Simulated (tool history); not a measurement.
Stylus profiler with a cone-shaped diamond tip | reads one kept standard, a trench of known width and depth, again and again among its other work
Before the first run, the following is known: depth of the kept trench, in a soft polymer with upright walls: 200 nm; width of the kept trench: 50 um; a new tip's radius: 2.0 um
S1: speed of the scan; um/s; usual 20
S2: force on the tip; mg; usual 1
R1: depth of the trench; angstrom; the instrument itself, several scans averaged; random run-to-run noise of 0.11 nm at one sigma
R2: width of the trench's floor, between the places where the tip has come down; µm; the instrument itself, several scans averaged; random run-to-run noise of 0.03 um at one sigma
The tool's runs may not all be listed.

Run 1, hour 0: usual settings. Result: R1 2015.2 angstrom, R2 47.91 µm.
Run 2, hour 13.5: usual settings. Result: R1 2016.2 angstrom, R2 47.95 µm.
Run 3, hour 23.5: usual settings. Result: R1 2017.1 angstrom, R2 47.99 µm.
Run 4, hour 34.4: usual settings. Result: R1 2015.9 angstrom, R2 48.01 µm.
Run 5, hour 46.4: usual settings. Result: R1 2014.2 angstrom, R2 47.99 µm.
Run 6, hour 61.7: usual settings. Result: R1 2016 angstrom, R2 47.95 µm.
Run 7, hour 71.9: usual settings. Result: R1 2015.7 angstrom, R2 47.98 µm.
Run 8, hour 84.2: usual settings. Result: R1 2015.7 angstrom, R2 47.93 µm.
Run 9, hour 94.8: usual settings. Result: R1 2016.4 angstrom, R2 47.95 µm.
Run 10, hour 103.9: usual settings but S2 2.22 mg. Result: R1 2025.2 angstrom, R2 47.97 µm.
Run 11, hour 117.3: usual settings but S2 2.22 mg. Result: R1 2025.9 angstrom, R2 48.03 µm.
Run 12, hour 124.6: usual settings but S2 2.22 mg. Result: R1 2024.7 angstrom, R2 47.98 µm.
Run 13, hour 138.6: usual settings. Result: R1 2014.8 angstrom, R2 47.96 µm.
Run 14, hour 146.4: usual settings. Result: R1 2016.9 angstrom, R2 48.01 µm.
Run 15, hour 156.2: usual settings. Result: R1 2014.6 angstrom, R2 47.94 µm.
Run 16, hour 163.8: usual settings but S1 8 um/s. Result: R1 2014.7 angstrom, R2 48.06 µm.
Run 17, hour 172.9: usual settings but S1 23 um/s, S2 0.57 mg. Result: R1 2011.1 angstrom, R2 47.78 µm.
Run 18, hour 184.2: usual settings but S1 23 um/s, S2 0.57 mg. Result: R1 2011.4 angstrom, R2 47.85 µm.
Run 19, hour 196.3: usual settings but S1 63 um/s, S2 0.7 mg. Result: R1 2013.5 angstrom, R2 47.45 µm.
Run 20, hour 208.9: usual settings but S1 63 um/s, S2 0.7 mg. Result: R1 2013.8 angstrom, R2 47.38 µm.
Run 21, hour 222.4: usual settings but S1 6 um/s, S2 1.9 mg. Result: R1 2023.8 angstrom, R2 48.08 µm.
Run 22, hour 228.6: usual settings but S1 42 um/s, S2 1.98 mg. Result: R1 2023.9 angstrom, R2 47.82 µm.
Run 23, hour 243.8: usual settings but S1 42 um/s, S2 1.98 mg. Result: R1 2025.1 angstrom, R2 47.82 µm.
Run 24, hour 253.4: usual settings but S1 42 um/s, S2 1.98 mg. Result: R1 2025.4 angstrom, R2 47.77 µm.
Run 25, hour 261.4: usual settings but S1 52 um/s, S2 0.35 mg. Result: R1 2008.4 angstrom, R2 47.31 µm.
Run 26, hour 271.3: usual settings but S1 24 um/s, S2 0.34 mg. Result: R1 2007.8 angstrom, R2 47.68 µm.
Run 27, hour 278.5: usual settings but S1 24 um/s, S2 0.34 mg. Result: R1 2007.9 angstrom, R2 47.73 µm.

Below are 4 alternative next runs, each starting from the tool's condition after run 27. Predict each:
Run A, hour 289.8: usual settings but S1 16 um/s, S2 0.42 mg. Result: R1 ?, R2 ?.
Run B, hour 289.8: usual settings but S1 5 um/s, S2 1.43 mg. Result: R1 ?, R2 ?.
Run C, hour 289.8: usual settings but S1 11 um/s. Result: R1 ?, R2 ?.
Run D, hour 289.8: usual settings but S1 32 um/s, S2 2.47 mg. Result: R1 ?, R2 ?.

run      R1     R2
  A    2011  47.82
  B  2020.7  48.04
  C  2017.3  47.96
  D  2029.7  47.89
Stripped of hidden state, with their random variation kept, the same runs would have yielded:
run      R1     R2
  A  2009.5  47.99
  B  2019.2  48.21
  C  2015.9  48.13
  D  2028.2  48.06
